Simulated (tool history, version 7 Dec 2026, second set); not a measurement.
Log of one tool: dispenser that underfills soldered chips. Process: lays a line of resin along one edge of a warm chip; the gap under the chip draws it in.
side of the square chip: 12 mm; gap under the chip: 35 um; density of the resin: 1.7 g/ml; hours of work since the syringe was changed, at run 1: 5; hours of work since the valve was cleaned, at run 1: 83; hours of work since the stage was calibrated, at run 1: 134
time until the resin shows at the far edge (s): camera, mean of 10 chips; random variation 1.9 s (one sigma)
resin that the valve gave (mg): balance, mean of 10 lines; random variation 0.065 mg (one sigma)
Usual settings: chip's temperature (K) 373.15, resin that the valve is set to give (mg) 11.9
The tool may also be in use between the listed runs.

run	day	chip's temperature (K)	resin that the valve is set to give (mg)	hours of work since the syringe was changed	hours of work since the valve was cleaned	hours of work since the stage was calibrated	time until the resin shows at the far edge (s)	resin that the valve gave (mg)
1	0.000	373.15	11.9	5	83	134	304.9	11.04
2	0.225	369.15	11.9	8	86	138	451.4	11.19
# day 0.254: new syringe of resin
3	0.362	369.15	11.9	2	88	140	246.1	11.19
4	0.617	369.15	11.9	5	91	143	333.4	10.97
# day 0.871: new syringe of resin
5	0.925	369.15	11.9	1	96	148	232.6	10.98
6	1.179	386.15	11.9	4	99	151	207.5	10.99
7	1.329	359.15	11.9	7	101	153	504.1	10.94
# day 1.462: new syringe of resin
8	1.542	359.15	11.9	1	104	156	309.5	10.91
9	1.804	359.15	11.9	5	108	160	426.8	11.01
# day 2.071: dispensing valve cleaned and set on the balance
# day 2.104: new syringe of resin
10	2.125	373.15	10.9	0	1	164	203.5	10.92
11	2.342	373.15	10.9	3	4	167	265.3	10.95
12	2.575	373.15	10.9	7	7	170	363.9	10.91
# day 2.696: new syringe of resin
13	2.792	358.15	11.9	1	10	173	320.8	11.76
14	3.054	358.15	11.9	5	14	177	455.1	11.92
15	3.171	358.15	11.9	7	16	179	521.2	11.60
# day 3.296: new syringe of resin
16	3.308	365.15	11.6	0	17	181	249.7	11.45
17	3.442	374.15	12.5	2	19	183	227.0	12.39
18	3.700	381.15	11.9	6	23	186	268.6	11.94
19	3.825	381.15	11.9	8	25	188	316.5	11.73
# day 3.904: new syringe of resin
20	3.988	364.15	10.7	1	27	190	281.1	10.53
21	4.254	362.15	14.5	5	31	194	384.0	14.13
# day 4.508: new syringe of resin
22	4.550	380.15	10.2	1	35	198	180.6	10.04
23	4.758	387.15	13.1	4	38	201	185.7	12.70
24	5.025	371.15	12.0	8	42	205	392.8	11.66

Forecast each of these 5 alternatives for the next run:
# day 5.100: new syringe of resin
A	5.246	373.15	15.1	2	45	208	?	?
# day 5.100: new syringe of resin
B	5.246	374.15	10.8	2	45	208	?	?
# day 5.100: new syringe of resin
C	5.246	359.15	11.5	2	45	208	?	?
# day 5.100: new syringe of resin
D	5.246	384.15	14.3	2	45	208	?	?
# day 5.100: new syringe of resin
E	5.246	371.15	11.5	2	45	208	?	?

run	time until the resin shows at the far edge (s)	resin that the valve gave (mg)
A	225.8	14.72
B	232.0	10.44
C	340.0	11.17
D	174.9	13.91
E	251.4	11.14
Without the tool's hidden state the same runs would have given:
run	time until the resin shows at the far edge (s)	resin that the valve gave (mg)
A	183.2	15.19
B	186.5	10.77
C	273.8	11.53
D	142.0	14.36
E	202.6	11.49
